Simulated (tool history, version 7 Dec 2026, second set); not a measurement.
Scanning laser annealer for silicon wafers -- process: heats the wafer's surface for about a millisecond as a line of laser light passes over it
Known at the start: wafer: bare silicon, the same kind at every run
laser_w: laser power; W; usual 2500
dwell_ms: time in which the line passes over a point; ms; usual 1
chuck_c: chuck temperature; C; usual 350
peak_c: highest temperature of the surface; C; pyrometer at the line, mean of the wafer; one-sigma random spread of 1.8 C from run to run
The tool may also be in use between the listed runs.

{"run": 1, "hour": 0.0, "laser_w": 2500, "dwell_ms": 1, "chuck_c": 350, "peak_c": 1038}
{"run": 2, "hour": 9.1, "laser_w": 2500, "dwell_ms": 1, "chuck_c": 350, "peak_c": 1034}
{"run": 3, "hour": 22.8, "laser_w": 2448, "dwell_ms": 1, "chuck_c": 350, "peak_c": 1022}
{"run": 4, "hour": 33.1, "laser_w": 2448, "dwell_ms": 1, "chuck_c": 350, "peak_c": 1023}
{"run": 5, "hour": 42.8, "laser_w": 2448, "dwell_ms": 1, "chuck_c": 314, "peak_c": 986}
{"run": 6, "hour": 63.2, "laser_w": 2429, "dwell_ms": 1, "chuck_c": 314, "peak_c": 981}
{"run": 7, "hour": 77.1, "laser_w": 2429, "dwell_ms": 1, "chuck_c": 314, "peak_c": 979}
{"run": 8, "hour": 95.2, "laser_w": 2429, "dwell_ms": 1, "chuck_c": 314, "peak_c": 994}
{"run": 9, "hour": 114.0, "laser_w": 2429, "dwell_ms": 1, "chuck_c": 314, "peak_c": 990}
{"run": 10, "hour": 125.6, "laser_w": 2500, "dwell_ms": 1, "chuck_c": 350, "peak_c": 1043}
{"run": 11, "hour": 139.0, "laser_w": 2500, "dwell_ms": 1, "chuck_c": 350, "peak_c": 1045}
{"run": 12, "hour": 152.4, "laser_w": 2500, "dwell_ms": 1.13, "chuck_c": 350, "peak_c": 1094}
{"run": 13, "hour": 170.0, "laser_w": 2500, "dwell_ms": 1.13, "chuck_c": 350, "peak_c": 1097}
{"run": 14, "hour": 182.1, "laser_w": 2500, "dwell_ms": 1.13, "chuck_c": 350, "peak_c": 1096}
{"run": 15, "hour": 192.4, "laser_w": 2500, "dwell_ms": 1.13, "chuck_c": 350, "peak_c": 1094}
{"run": 16, "hour": 212.2, "laser_w": 2500, "dwell_ms": 1.13, "chuck_c": 350, "peak_c": 1092}
{"run": 17, "hour": 222.5, "laser_w": 2500, "dwell_ms": 1.13, "chuck_c": 350, "peak_c": 1094}
{"run": 18, "hour": 243.5, "laser_w": 2500, "dwell_ms": 1.13, "chuck_c": 350, "peak_c": 1094}
{"run": 19, "hour": 255.8, "laser_w": 2500, "dwell_ms": 1, "chuck_c": 350, "peak_c": 1042}
{"run": 20, "hour": 271.7, "laser_w": 2500, "dwell_ms": 1, "chuck_c": 350, "peak_c": 1041}
{"run": 21, "hour": 288.4, "laser_w": 2500, "dwell_ms": 1, "chuck_c": 350, "peak_c": 1043}
{"run": 22, "hour": 302.4, "laser_w": 2500, "dwell_ms": 1, "chuck_c": 350, "peak_c": 1041}
{"run": 23, "hour": 322.0, "laser_w": 2600, "dwell_ms": 0.8, "chuck_c": 350, "peak_c": 974}
{"run": 24, "hour": 331.4, "laser_w": 2662, "dwell_ms": 0.97, "chuck_c": 350, "peak_c": 1067}
{"run": 25, "hour": 356.9, "laser_w": 2500, "dwell_ms": 0.92, "chuck_c": 334, "peak_c": 997}
{"run": 26, "hour": 374.2, "laser_w": 2529, "dwell_ms": 0.82, "chuck_c": 352, "peak_c": 978}
{"run": 27, "hour": 390.1, "laser_w": 2529, "dwell_ms": 0.82, "chuck_c": 352, "peak_c": 979}
{"run": 28, "hour": 405.3, "laser_w": 2529, "dwell_ms": 0.82, "chuck_c": 352, "peak_c": 977}
{"run": 29, "hour": 421.4, "laser_w": 2529, "dwell_ms": 0.82, "chuck_c": 352, "peak_c": 980}
{"run": 30, "hour": 437.9, "laser_w": 2334, "dwell_ms": 1.07, "chuck_c": 313, "peak_c": 993}
{"run": 31, "hour": 451.1, "laser_w": 2505, "dwell_ms": 0.76, "chuck_c": 360, "peak_c": 955}
{"run": 32, "hour": 466.5, "laser_w": 2505, "dwell_ms": 0.76, "chuck_c": 360, "peak_c": 953}
{"run": 33, "hour": 481.8, "laser_w": 2741, "dwell_ms": 1, "chuck_c": 329, "peak_c": 1089}
{"run": 34, "hour": 496.3, "laser_w": 2500, "dwell_ms": 1.25, "chuck_c": 345, "peak_c": 1136}
{"run": 35, "hour": 514.7, "laser_w": 2500, "dwell_ms": 1.25, "chuck_c": 345, "peak_c": 1138}
{"run": 36, "hour": 531.6, "laser_w": 2470, "dwell_ms": 1.03, "chuck_c": 366, "peak_c": 1065}
{"run": 37, "hour": 543.5, "laser_w": 2177, "dwell_ms": 0.95, "chuck_c": 359, "peak_c": 947}
{"run": 38, "hour": 555.4, "laser_w": 2538, "dwell_ms": 0.84, "chuck_c": 361, "peak_c": 1000}
{"run": 39, "hour": 565.1, "laser_w": 2238, "dwell_ms": 0.98, "chuck_c": 319, "peak_c": 938}
{"run": 40, "hour": 583.8, "laser_w": 2386, "dwell_ms": 0.75, "chuck_c": 345, "peak_c": 907}
{"run": 41, "hour": 602.0, "laser_w": 2500, "dwell_ms": 0.82, "chuck_c": 314, "peak_c": 931}

Put back what was entered between runs (3 entries, withheld): which listed runs does each sit between, and how does the hidden state differ from the listed run before to the listed run after?
Between runs 7 and 8: window over the wafer cleaned (hour 87.3)
  light that passes the window, % of a clean one's: 98.04 -> 99.89; width of the line over the set one, %: 2.55 -> 2.57
  measured value less the no-hidden-state value, peak_c: -21 -> -9 C
Between runs 22 and 23: optics aligned, line set to its width (hour 308.5)
  light that passes the window, % of a clean one's: 99.45 -> 99.42; width of the line over the set one, %: 2.87 -> 4.59
  measured value less the no-hidden-state value, peak_c: -13 -> -17 C
Between runs 24 and 25: optics aligned, line set to its width, once more (hour 348.5)
  light that passes the window, % of a clean one's: 99.4 -> 99.36; width of the line over the set one, %: 4.6 -> 0.25
  measured value less the no-hidden-state value, peak_c: -19 -> -7 C
